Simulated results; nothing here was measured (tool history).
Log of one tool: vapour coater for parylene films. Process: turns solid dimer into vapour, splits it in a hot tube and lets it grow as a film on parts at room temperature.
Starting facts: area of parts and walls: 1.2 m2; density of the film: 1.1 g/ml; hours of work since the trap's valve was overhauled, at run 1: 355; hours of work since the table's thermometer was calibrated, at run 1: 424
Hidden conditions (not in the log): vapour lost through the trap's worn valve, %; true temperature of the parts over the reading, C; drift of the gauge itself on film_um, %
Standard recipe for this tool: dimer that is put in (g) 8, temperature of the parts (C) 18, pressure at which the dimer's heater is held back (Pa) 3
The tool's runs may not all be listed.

run	hour	dimer that is put in (g)	temperature of the parts (C)	pressure at which the dimer's heater is held back (Pa)	hours of work since the trap's valve was overhauled	hours of work since the table's thermometer was calibrated	thickness of the film (um)
1	0	8	18	3	355	424	4.35
2	21.9	8	18	3	368	437	4.32
3	34.6	8	15	3	376	444	4.66
4	46.4	8	15	3	383	451	4.63
5	69.8	8	18	3	397	465	4.35
6	88.7	8	18	3	408	476	4.36
7	105.2	8	18	4.93	417	486	4.06
8	118	8	18	4.93	425	494	4.05
9	138.8	8	18	4.93	437	506	4.06
10	151.5	8	18	4.93	445	513	4.08
11	162	8	18	4.93	451	520	4.06
12	184.2	3	18	4.93	464	533	1.52
13	204.8	8	18	3	477	545	4.31
14	221.5	8	18	3	486	555	4.29
15	245	8	18	3	500	569	4.29
16	262.7	8	18	3	511	579	4.31
17	285.8	8	18	3.92	525	593	4.13
18	311.3	8	18	3	540	608	4.29
19	335.9	8	18	3	554	623	4.27
20	347.5	8	18	3	561	630	4.27
21	358	8	18	3	567	636	4.31
22	369.7	8	18	3	574	643	4.26
23	391.2	11	18	3	587	655	5.87
24	402.7	5	18	3	594	662	2.68
25	419.4	4	13	4.48	604	672	2.27
# hour 421.5: table's thermometer calibrated
26	431.6	3	18	3.8	610	6	1.55
# hour 437.7: trap's valve overhauled
27	455	10	18	4.03	10	17	5.47
28	479.6	6	18	4.03	25	32	3.31
29	494.1	3	18	2.62	33	41	1.75
# hour 497.4: table's thermometer calibrated, once more
30	512.6	8	11	4.65	44	9	4.96
31	530.4	6	16	2.7	54	20	3.55
32	540.7	9	14	3.03	60	26	5.51
33	555.3	8	19	8.89	69	34	3.79
34	580.7	5	18	3	84	49	2.8
35	594	5	18	3	92	57	2.77
36	615.9	5	18	3	105	70	2.78
37	634.3	5	18	3	116	81	2.77
38	655.6	5	18	3	129	94	2.78
39	669	12	18	3	137	102	6.65
40	690.2	12	27	10.5	149	114	4.61
41	715.8	5	27	10.5	164	129	1.93
42	738.3	6	21	2.75	178	143	3.11
43	752.9	6	21	6.07	186	151	2.81
44	767.8	6	21	6.07	195	160	2.84
45	792.7	3	21	6.07	210	175	1.41
46	812.2	3	21	6.07	221	187	1.41
47	833.7	6	22	3	234	199	3.01
48	853.1	6	22	3	246	211	2.99

Had the tool no unlogged condition, and each run kept its random variation, what would the results have been?
run	thickness of the film (um)
1	4.49
2	4.47
3	4.82
4	4.79
5	4.5
6	4.52
7	4.21
8	4.21
9	4.21
10	4.24
11	4.22
12	1.58
13	4.49
14	4.48
15	4.48
16	4.51
17	4.32
18	4.49
19	4.48
20	4.48
21	4.52
22	4.48
23	6.17
24	2.82
25	2.39
26	1.63
27	5.4
28	3.27
29	1.73
30	4.99
31	3.57
32	5.55
33	3.82
34	2.82
35	2.8
36	2.81
37	2.81
38	2.81
39	6.73
40	4.68
41	1.95
42	3.16
43	2.86
44	2.89
45	1.44
46	1.44
47	3.07
48	3.06
